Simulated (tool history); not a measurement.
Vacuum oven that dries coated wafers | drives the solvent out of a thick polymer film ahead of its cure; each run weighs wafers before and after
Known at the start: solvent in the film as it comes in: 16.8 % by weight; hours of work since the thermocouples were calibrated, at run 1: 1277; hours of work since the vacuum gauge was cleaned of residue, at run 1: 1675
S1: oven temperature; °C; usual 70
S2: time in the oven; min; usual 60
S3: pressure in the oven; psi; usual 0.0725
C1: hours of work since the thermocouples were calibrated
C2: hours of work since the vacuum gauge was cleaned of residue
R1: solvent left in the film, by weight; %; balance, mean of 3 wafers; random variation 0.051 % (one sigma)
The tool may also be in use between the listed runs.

Run 1, hour 0.0: usual settings; C1 1277; C2 1675. Result: R1 1.79 %.
At hour 71.1: oven's thermocouples calibrated.
Run 2, hour 71.1: usual settings; C1 0; C2 1715. Result: R1 1.31 %.
Run 3, hour 123.4: usual settings; C1 31; C2 1746. Result: R1 1.36 %.
Run 4, hour 173.9: usual settings but S2 34 min; C1 60; C2 1776. Result: R1 3.04 %.
Run 5, hour 234.7: usual settings but S2 34 min; C1 96; C2 1811. Result: R1 2.97 %.
Run 6, hour 284.6: usual settings but S2 34 min; C1 126; C2 1841. Result: R1 3.00 %.
Run 7, hour 346.3: usual settings but S2 34 min; C1 162; C2 1877. Result: R1 3.09 %.
Run 8, hour 392.3: usual settings; C1 189; C2 1904. Result: R1 1.45 %.
Run 9, hour 440.4: usual settings; C1 217; C2 1933. Result: R1 1.50 %.
At hour 449.1: vacuum gauge cleaned of residue and calibrated.
Run 10, hour 504.8: usual settings; C1 254; C2 33. Result: R1 1.65 %.
Run 11, hour 543.0: usual settings; C1 277; C2 55. Result: R1 1.68 %.
At hour 560.0: vacuum gauge cleaned of residue and calibrated, once more.
Run 12, hour 608.9: usual settings; C1 315; C2 29. Result: R1 1.04 %.
Run 13, hour 681.9: usual settings but S2 66 min, S3 0.0413 psi; C1 358; C2 72. Result: R1 0.71 %.
Run 14, hour 740.7: usual settings but S2 66 min, S3 0.0413 psi; C1 392; C2 106. Result: R1 0.72 %.
Run 15, hour 798.2: usual settings but S1 63 °C, S2 90 min, S3 0.0383 psi; C1 426; C2 140. Result: R1 1.16 %.
Run 16, hour 852.2: usual settings but S2 59 min; C1 458; C2 172. Result: R1 1.07 %.
Run 17, hour 900.5: usual settings but S1 57 °C, S2 64 min; C1 486; C2 200. Result: R1 4.55 %.
Run 18, hour 942.9: usual settings but S1 57 °C, S2 64 min; C1 511; C2 225. Result: R1 4.60 %.

Forecast run 19:
Run 19, hour 1002.5: usual settings but S1 57 °C, S2 64 min; C1 546; C2 260. Result: R1 ?.

{"run 19": {"R1": 4.64}}
Without the tool's hidden state the same run would have given R1 4.31 %.
